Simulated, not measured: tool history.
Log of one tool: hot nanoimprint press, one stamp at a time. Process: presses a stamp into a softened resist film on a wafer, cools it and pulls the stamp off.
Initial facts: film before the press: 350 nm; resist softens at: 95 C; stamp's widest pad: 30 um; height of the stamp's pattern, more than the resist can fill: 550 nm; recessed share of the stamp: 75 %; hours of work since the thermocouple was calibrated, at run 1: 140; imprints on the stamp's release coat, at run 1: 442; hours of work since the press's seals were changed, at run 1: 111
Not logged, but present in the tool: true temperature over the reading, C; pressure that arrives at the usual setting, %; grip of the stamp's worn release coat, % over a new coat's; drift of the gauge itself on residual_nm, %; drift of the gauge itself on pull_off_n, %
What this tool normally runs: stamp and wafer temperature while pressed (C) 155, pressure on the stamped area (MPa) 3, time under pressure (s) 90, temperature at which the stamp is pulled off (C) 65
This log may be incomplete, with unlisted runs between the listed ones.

| run | day | stamp and wafer temperature while pressed (C) | pressure on the stamped area (MPa) | time under pressure (s) | temperature at which the stamp is pulled off (C) | hours of work since the thermocouple was calibrated | imprints on the stamp's release coat | hours of work since the press's seals were changed | resist left under the stamp's widest pad (nm) | greatest force while the stamp is pulled off (N) |
|---|---|---|---|---|---|---|---|---|---|---|
| 1 | 0 | 155 | 3 | 90 | 65 | 140 | 442 | 111 | 157.6 | 159 |
| 2 | 0.333 | 155 | 3 | 90 | 65 | 144 | 457 | 115 | 157.2 | 155 |
| 3 | 0.704 | 155 | 3 | 90 | 65 | 148 | 473 | 119 | 157.5 | 159 |
| 4 | 1.083 | 155 | 3 | 90 | 65 | 152 | 489 | 124 | 157.5 | 158 |
| 5 | 1.329 | 155 | 3 | 90 | 65 | 155 | 500 | 127 | 157.2 | 158 |
| 6 | 1.571 | 155 | 3 | 90 | 65 | 158 | 510 | 129 | 157.9 | 161 |
| 7 | 2.021 | 155 | 3.46 | 90 | 65 | 163 | 530 | 135 | 146.1 | 161 |
| 8 | 2.35 | 155 | 3 | 90 | 65 | 167 | 544 | 139 | 157.5 | 161 |
| 9 | 2.696 | 155 | 3 | 90 | 52 | 171 | 560 | 143 | 157.2 | 201 |
|  | 3.158 | stamp cleaned and given a new release coat |
| 10 | 3.271 | 156 | 3 | 90 | 71 | 175 | 5 | 146 | 151.2 | 120 |
| 11 | 3.546 | 156 | 3 | 62 | 71 | 178 | 17 | 150 | 172.5 | 123 |
| 12 | 3.912 | 156 | 3 | 138 | 71 | 183 | 33 | 154 | 128.7 | 123 |
| 13 | 4.338 | 156 | 3 | 138 | 71 | 188 | 51 | 159 | 128.1 | 124 |
|  | 4.492 | plate thermocouple calibrated |
| 14 | 4.738 | 149 | 3 | 147 | 71 | 3 | 63 | 162 | 166.9 | 123 |
| 15 | 5.183 | 155 | 3 | 90 | 64 | 8 | 83 | 167 | 155.7 | 140 |
| 16 | 5.508 | 165 | 3.81 | 152 | 60 | 12 | 97 | 171 | 76.1 | 156 |
| 17 | 5.925 | 155 | 1.97 | 114 | 72 | 17 | 115 | 176 | 174.2 | 122 |
| 18 | 6.271 | 155 | 3.41 | 114 | 72 | 21 | 130 | 180 | 134 | 123 |

Branching from run 18: 3 alternative next runs. What would each branch give?
|  | 6.562 | plate thermocouple calibrated, once more |
| A | 6.675 | 155 | 3.41 | 82 | 68 | 1 | 142 | 183 | ? | ? |
|  | 6.562 | plate thermocouple calibrated, once more |
| B | 6.675 | 162 | 3 | 81 | 65 | 1 | 142 | 183 | ? | ? |
|  | 6.562 | plate thermocouple calibrated, once more |
| C | 6.675 | 155 | 3.32 | 53 | 60 | 1 | 142 | 183 | ? | ? |

| run | resist left under the stamp's widest pad (nm) | greatest force while the stamp is pulled off (N) |
|---|---|---|
| A | 153.7 | 135 |
| B | 126.1 | 142 |
| C | 181.7 | 156 |
The same runs, with their run-to-run variation unchanged, on a tool lacking any hidden condition would have given:
| run | resist left under the stamp's widest pad (nm) | greatest force while the stamp is pulled off (N) |
|---|---|---|
| A | 154.1 | 130 |
| B | 126.4 | 136 |
| C | 182.2 | 150 |
